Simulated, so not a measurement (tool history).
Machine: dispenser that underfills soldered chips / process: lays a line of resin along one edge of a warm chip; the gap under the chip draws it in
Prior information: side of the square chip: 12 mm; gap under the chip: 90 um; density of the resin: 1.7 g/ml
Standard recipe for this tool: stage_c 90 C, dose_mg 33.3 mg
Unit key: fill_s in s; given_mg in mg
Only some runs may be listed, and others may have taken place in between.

| run | hour | stage_c | dose_mg | fill_s | given_mg |
|---|---|---|---|---|---|
| 1 | 0.0 | 90 | 33.3 | 109.3 | 33.00 |
|  | 2.3 | new syringe of resin |
| 2 | 5.2 | 92 | 33.3 | 90.8 | 33.30 |
|  | 9.9 | new syringe of resin |
| 3 | 10.4 | 92 | 33.3 | 75.9 | 33.07 |
| 4 | 13.3 | 92 | 28.5 | 95.0 | 28.19 |
|  | 17.5 | new syringe of resin |
| 5 | 18.6 | 92 | 28.5 | 79.5 | 28.29 |
| 6 | 22.1 | 92 | 28.5 | 99.0 | 28.18 |
|  | 25.5 | new syringe of resin |
| 7 | 26.0 | 80 | 33.3 | 111.3 | 32.61 |
| 8 | 28.8 | 80 | 33.3 | 135.7 | 32.67 |
|  | 33.2 | new syringe of resin |
| 9 | 33.5 | 80 | 33.3 | 109.5 | 32.37 |
| 10 | 38.6 | 90 | 39.4 | 109.4 | 38.37 |
|  | 40.8 | new syringe of resin |
| 11 | 41.2 | 90 | 39.4 | 79.1 | 38.18 |
| 12 | 45.8 | 90 | 39.4 | 104.2 | 38.42 |
|  | 48.5 | new syringe of resin |
| 13 | 51.1 | 90 | 33.3 | 91.4 | 32.52 |
| 14 | 55.3 | 90 | 33.3 | 120.0 | 32.06 |
|  | 56.2 | new syringe of resin |
| 15 | 58.4 | 90 | 33.3 | 88.8 | 32.11 |
| 16 | 61.0 | 90 | 33.3 | 107.4 | 32.02 |
|  | 64.1 | new syringe of resin |
| 17 | 64.6 | 90 | 33.3 | 78.3 | 31.95 |
| 18 | 66.9 | 90 | 43.0 | 88.1 | 41.29 |
| 19 | 70.7 | 90 | 33.3 | 116.5 | 31.68 |
|  | 71.9 | new syringe of resin |
| 20 | 76.0 | 101 | 34.9 | 70.3 | 33.27 |
|  | 79.9 | new syringe of resin |
| 21 | 80.2 | 101 | 34.9 | 55.2 | 33.39 |
| 22 | 82.4 | 85 | 29.5 | 111.0 | 27.98 |
| 23 | 85.0 | 85 | 29.5 | 130.9 | 27.98 |
|  | 87.6 | new syringe of resin |
| 24 | 90.0 | 90 | 29.0 | 94.0 | 27.29 |
| 25 | 94.2 | 90 | 29.0 | 121.5 | 27.27 |
|  | 95.2 | new syringe of resin |
| 26 | 97.7 | 94 | 29.0 | 81.1 | 27.29 |
| 27 | 101.6 | 99 | 38.6 | 81.6 | 36.04 |
|  | 102.9 | new syringe of resin |
| 28 | 105.6 | 86 | 31.9 | 107.1 | 29.75 |
|  | 107.4 | dispensing valve cleaned and set on the balance |
| 29 | 109.7 | 86 | 31.9 | 130.1 | 31.59 |
|  | 111.7 | new syringe of resin |
| 30 | 113.2 | 86 | 31.9 | 94.7 | 31.89 |
| 31 | 115.6 | 86 | 31.9 | 111.9 | 31.67 |
| 32 | 118.7 | 80 | 31.4 | 165.1 | 31.01 |
|  | 119.4 | new syringe of resin |
| 33 | 123.4 | 88 | 39.3 | 105.8 | 38.58 |
|  | 127.0 | new syringe of resin |
| 34 | 127.6 | 80 | 42.0 | 109.7 | 41.21 |
| 35 | 132.4 | 100 | 40.1 | 76.6 | 39.35 |
|  | 134.7 | new syringe of resin |
| 36 | 135.8 | 80 | 32.6 | 116.4 | 31.92 |
| 37 | 139.0 | 80 | 29.5 | 143.7 | 28.68 |

Some steps in fill_s between neighbouring runs. How much of each would the tool show without its hidden state too (settings, what came in, random variation), and how much is left for the hidden state, with any gauge scatter that isn't in both results?
Unlogged tool condition in this case: resin's viscosity, % of fresh resin's; dose that the valve gives, % of what is set; true chip temperature over the reading, C; drift of the gauge itself on fill_s, %; drift of the gauge itself on given_mg, %.
Run 21 -> 22: stage_c 101 -> 85, dose_mg 34.9 -> 29.5. fill_s +55.8 s: hidden state +14.5, all else +41.3.
Run 29 -> 30: new syringe of resin. fill_s -35.4 s: hidden state -34.5, all else -0.9.
Run 31 -> 32: stage_c 86 -> 80, dose_mg 31.9 -> 31.4. fill_s +53.2 s: hidden state +33.2, all else +20.0.
Run 32 -> 33: stage_c 80 -> 88, dose_mg 31.4 -> 39.3, new syringe of resin. fill_s -59.3 s: hidden state -31.1, all else -28.2.
